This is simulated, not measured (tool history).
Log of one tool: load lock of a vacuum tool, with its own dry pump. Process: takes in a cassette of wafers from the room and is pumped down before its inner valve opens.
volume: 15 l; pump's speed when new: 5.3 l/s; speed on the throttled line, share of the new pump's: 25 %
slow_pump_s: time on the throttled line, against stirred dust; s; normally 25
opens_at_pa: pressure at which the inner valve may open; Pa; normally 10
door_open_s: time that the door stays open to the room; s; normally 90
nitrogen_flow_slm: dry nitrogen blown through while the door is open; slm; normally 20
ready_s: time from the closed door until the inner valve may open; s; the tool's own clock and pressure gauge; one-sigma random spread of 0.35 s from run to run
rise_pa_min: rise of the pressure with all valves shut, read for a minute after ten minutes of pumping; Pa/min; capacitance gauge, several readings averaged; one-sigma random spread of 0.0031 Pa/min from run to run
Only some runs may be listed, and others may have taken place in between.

| run | hour | slow_pump_s | opens_at_pa | door_open_s | nitrogen_flow_slm | incoming humidity of the room's air, % | ready_s | rise_pa_min |
|---|---|---|---|---|---|---|---|---|
| 1 | 0.0 | 25 | 10 | 90 | 20 | 46.7 | 44.6 | 0.102 |
| 2 | 88.2 | 25 | 10 | 90 | 20 | 42.8 | 45.3 | 0.085 |
| 3 | 162.2 | 25 | 10 | 90 | 7 | 49.9 | 44.9 | 0.138 |
| 4 | 299.9 | 25 | 10 | 90 | 40 | 44.1 | 44.8 | 0.066 |
| 5 | 364.3 | 25 | 10 | 90 | 40 | 44.5 | 45.2 | 0.066 |
| 6 | 476.5 | 25 | 10 | 90 | 40 | 47.9 | 45.2 | 0.067 |
| 7 | 573.4 | 25 | 10 | 90 | 20 | 45.4 | 44.8 | 0.094 |
| 8 | 666.2 | 25 | 10 | 90 | 20 | 43.8 | 45.5 | 0.090 |
| 9 | 731.5 | 25 | 10 | 90 | 20 | 45.0 | 45.1 | 0.095 |
| 10 | 839.9 | 25 | 10 | 90 | 20 | 44.3 | 45.7 | 0.096 |
| 11 | 952.9 | 25 | 10 | 90 | 20 | 46.2 | 45.0 | 0.092 |
| 12 | 1061.4 | 25 | 10 | 90 | 20 | 45.9 | 45.1 | 0.099 |
| 13 | 1130.8 | 25 | 13 | 90 | 20 | 47.3 | 43.9 | 0.097 |
| 14 | 1218.1 | 25 | 13 | 90 | 20 | 43.3 | 44.1 | 0.091 |
| 15 | 1279.5 | 25 | 10 | 199 | 20 | 42.9 | 44.6 | 0.126 |
| 16 | 1366.1 | 25 | 10 | 199 | 20 | 45.3 | 45.0 | 0.129 |
| 17 | 1440.6 | 25 | 10 | 199 | 20 | 44.7 | 45.0 | 0.127 |
| 18 | 1507.0 | 25 | 10 | 93 | 20 | 44.1 | 45.0 | 0.095 |
| 19 | 1638.4 | 25 | 10 | 93 | 20 | 43.4 | 45.2 | 0.085 |
| 20 | 1747.0 | 43 | 10 | 96 | 7 | 43.9 | 58.2 | 0.120 |
| 21 | 1861.1 | 28 | 18 | 96 | 7 | 45.0 | 45.2 | 0.126 |
| 22 | 1940.4 | 20 | 15 | 90 | 40 | 44.6 | 40.0 | 0.071 |
| 23 | 2083.9 | 17 | 18 | 65 | 7 | 46.4 | 37.4 | 0.112 |
| 24 | 2227.4 | 17 | 18 | 65 | 7 | 47.9 | 37.5 | 0.114 |
| 25 | 2368.5 | 18 | 10 | 115 | 21 | 45.6 | 39.9 | 0.096 |
| 26 | 2439.7 | 18 | 10 | 115 | 21 | 45.7 | 39.7 | 0.097 |
| 27 | 2555.1 | 20 | 10 | 90 | 26 | 45.0 | 41.6 | 0.080 |
| 28 | 2644.8 | 22 | 10 | 188 | 20 | 47.7 | 41.9 | 0.127 |
| 29 | 2782.7 | 22 | 10 | 188 | 20 | 45.5 | 42.8 | 0.125 |
| 30 | 2860.8 | 18 | 9 | 112 | 4 | 42.0 | 40.7 | 0.142 |
| 31 | 2922.2 | 18 | 9 | 112 | 4 | 46.4 | 40.3 | 0.150 |
| 32 | 3049.0 | 13 | 13 | 90 | 9 | 44.3 | 35.2 | 0.120 |
| 33 | 3164.2 | 13 | 18 | 90 | 20 | 43.2 | 34.7 | 0.091 |
| 34 | 3238.3 | 25 | 10 | 124 | 20 | 47.0 | 45.2 | 0.106 |
| 35 | 3336.2 | 25 | 10 | 64 | 20 | 40.8 | 45.9 | 0.072 |
| 36 | 3431.4 | 25 | 10 | 64 | 20 | 43.6 | 45.1 | 0.082 |

Below are 3 alternative next runs, each starting from the tool's condition after run 36. Predict each:
| A | 3538.1 | 21 | 12 | 100 | 20 | 43.4 | ? | ? |
| B | 3538.1 | 22 | 8 | 182 | 20 | 45.5 | ? | ? |
| C | 3538.1 | 25 | 12 | 108 | 42 | 43.3 | ? | ? |

| run | ready_s | rise_pa_min |
|---|---|---|
| A | 41.3 | 0.095 |
| B | 44.0 | 0.122 |
| C | 44.6 | 0.068 |
The same runs, with their run-to-run variation unchanged, on a tool lacking any hidden condition would have given:
| run | ready_s | rise_pa_min |
|---|---|---|
| A | 41.3 | 0.095 |
| B | 44.0 | 0.121 |
| C | 44.6 | 0.068 |

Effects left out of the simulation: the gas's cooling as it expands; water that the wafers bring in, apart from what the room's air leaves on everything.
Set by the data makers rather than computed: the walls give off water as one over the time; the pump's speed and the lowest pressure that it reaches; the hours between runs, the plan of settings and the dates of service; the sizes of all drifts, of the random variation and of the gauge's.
